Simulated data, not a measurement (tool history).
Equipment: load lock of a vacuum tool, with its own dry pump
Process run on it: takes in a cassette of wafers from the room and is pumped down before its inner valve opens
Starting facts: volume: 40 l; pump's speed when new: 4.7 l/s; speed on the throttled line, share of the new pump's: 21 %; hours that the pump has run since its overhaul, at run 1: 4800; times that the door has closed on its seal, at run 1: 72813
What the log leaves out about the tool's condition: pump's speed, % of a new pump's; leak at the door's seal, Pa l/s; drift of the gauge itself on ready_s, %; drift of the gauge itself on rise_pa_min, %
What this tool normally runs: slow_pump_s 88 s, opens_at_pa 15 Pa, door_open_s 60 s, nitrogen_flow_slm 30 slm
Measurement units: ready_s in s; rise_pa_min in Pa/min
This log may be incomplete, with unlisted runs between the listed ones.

run	hour	slow_pump_s	opens_at_pa	door_open_s	nitrogen_flow_slm	hours that the pump has run since its overhaul	times that the door has closed on its seal	incoming humidity of the room's air, %	ready_s	rise_pa_min
1	0.0	88	15	60	30	4800	72813	45.6	147.2	0.469
2	110.4	88	15	60	30	4910	73294	45.6	149.5	0.461
3	203.4	88	15	60	30	5003	73700	42.6	148.5	0.476
4	336.3	88	15	60	19	5136	74279	45.9	147.3	0.491
5	428.1	88	15	60	30	5228	74679	46.3	147.2	0.477
6	574.6	88	15	60	30	5374	75318	43.0	146.6	0.503
# hour 641.6: door's seal changed, seat wiped
7	718.3	88	15	60	30	5517	334	42.8	145.9	0.027
8	840.8	88	15	45	30	5639	868	43.6	146.3	0.032
9	967.9	88	15	60	30	5766	1422	47.2	147.2	0.037
10	1090.0	124	15	60	30	5888	1954	47.0	176.0	0.035
11	1181.9	124	15	60	30	5980	2354	46.9	175.4	0.037
12	1245.5	88	15	60	30	6044	2632	45.1	147.4	0.036
13	1335.1	88	15	191	30	6133	3022	46.9	148.0	0.061
14	1486.5	88	15	60	30	6285	3682	42.6	146.4	0.041
15	1609.0	130	15	60	30	6407	4216	45.0	179.0	0.034
16	1691.0	88	15	60	11	6489	4573	44.8	147.5	0.053
17	1760.9	136	10	55	6	6559	4878	46.1	190.3	0.061
18	1866.6	115	10	187	14	6665	5339	45.5	172.7	0.092
19	1974.7	91	17	31	14	6773	5810	43.7	148.3	0.040
20	2038.4	56	25	31	4	6837	6088	43.4	118.6	0.061
21	2134.3	56	25	31	4	6933	6506	45.8	119.1	0.056
22	2203.2	47	15	60	30	7002	6806	46.6	115.4	0.044
23	2289.9	47	15	60	30	7088	7184	45.7	115.6	0.045
24	2402.0	66	15	60	6	7200	7673	46.3	130.4	0.079

The next listed run, before its measurement:
25	2538.2	58	26	191	25	7337	8267	46.4	?	?

{"run 25": {"ready_s": 120.7, "rise_pa_min": 0.075}}
If the tool had no hidden condition, the same run with the same run-to-run variation would have returned ready_s 116.6 s, rise_pa_min 0.057 Pa/min.
